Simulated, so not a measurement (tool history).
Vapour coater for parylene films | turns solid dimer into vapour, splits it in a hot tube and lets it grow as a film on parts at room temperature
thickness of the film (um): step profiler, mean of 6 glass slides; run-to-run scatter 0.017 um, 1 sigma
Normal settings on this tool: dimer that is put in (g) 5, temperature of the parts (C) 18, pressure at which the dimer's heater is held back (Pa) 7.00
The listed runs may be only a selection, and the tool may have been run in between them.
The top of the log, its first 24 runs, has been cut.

| run | hour | dimer that is put in (g) | temperature of the parts (C) | pressure at which the dimer's heater is held back (Pa) | hours of work since the trap's valve was overhauled | hours of work since the table's thermometer was calibrated | thickness of the film (um) |
|---|---|---|---|---|---|---|---|
|  | 1269.9 | trap's valve overhauled |
| 25 | 1286.9 | 5 | 20 | 7.00 | 15 | 1180 | 2.11 |
| 26 | 1337.7 | 3 | 18 | 2.02 | 59 | 1225 | 1.45 |
| 27 | 1370.2 | 3 | 18 | 2.02 | 88 | 1253 | 1.42 |
| 28 | 1402.8 | 3 | 28 | 4.24 | 116 | 1282 | 1.13 |
| 29 | 1457.7 | 4 | 18 | 5.31 | 165 | 1330 | 1.66 |
| 30 | 1525.6 | 6 | 14 | 2.10 | 224 | 1389 | 2.80 |
| 31 | 1588.0 | 2 | 28 | 2.48 | 279 | 1444 | 0.69 |
|  | 1608.3 | trap's valve overhauled |
| 32 | 1650.3 | 5 | 23 | 2.87 | 37 | 1495 | 2.16 |
|  | 1657.2 | table's thermometer calibrated |
| 33 | 1699.3 | 5 | 23 | 2.87 | 79 | 37 | 2.16 |
| 34 | 1746.4 | 5 | 23 | 2.87 | 120 | 78 | 2.13 |
| 35 | 1795.5 | 5 | 23 | 5.33 | 163 | 121 | 1.91 |
| 36 | 1826.4 | 5 | 23 | 5.33 | 190 | 148 | 1.88 |
| 37 | 1878.7 | 5 | 23 | 4.59 | 236 | 194 | 1.89 |
| 38 | 1916.1 | 3 | 30 | 8.65 | 269 | 227 | 0.95 |
|  | 1948.1 | trap's valve overhauled |
| 39 | 1983.4 | 3 | 30 | 8.65 | 31 | 282 | 1.09 |

Alternative continuations, all from the tool just after run 39; predict every row:
| A | 2030.5 | 3 | 25 | 2.18 | 72 | 324 | ? |
| B | 2030.5 | 5 | 13 | 7.00 | 72 | 324 | ? |
| C | 2030.5 | 3 | 14 | 3.62 | 72 | 324 | ? |
| D | 2030.5 | 3 | 10 | 9.00 | 72 | 324 | ? |

| run | thickness of the film (um) |
|---|---|
| A | 1.31 |
| B | 2.32 |
| C | 1.44 |
| D | 1.43 |
What these runs would have given with no unlogged condition in the tool:
| run | thickness of the film (um) |
|---|---|
| A | 1.37 |
| B | 2.42 |
| C | 1.50 |
| D | 1.49 |

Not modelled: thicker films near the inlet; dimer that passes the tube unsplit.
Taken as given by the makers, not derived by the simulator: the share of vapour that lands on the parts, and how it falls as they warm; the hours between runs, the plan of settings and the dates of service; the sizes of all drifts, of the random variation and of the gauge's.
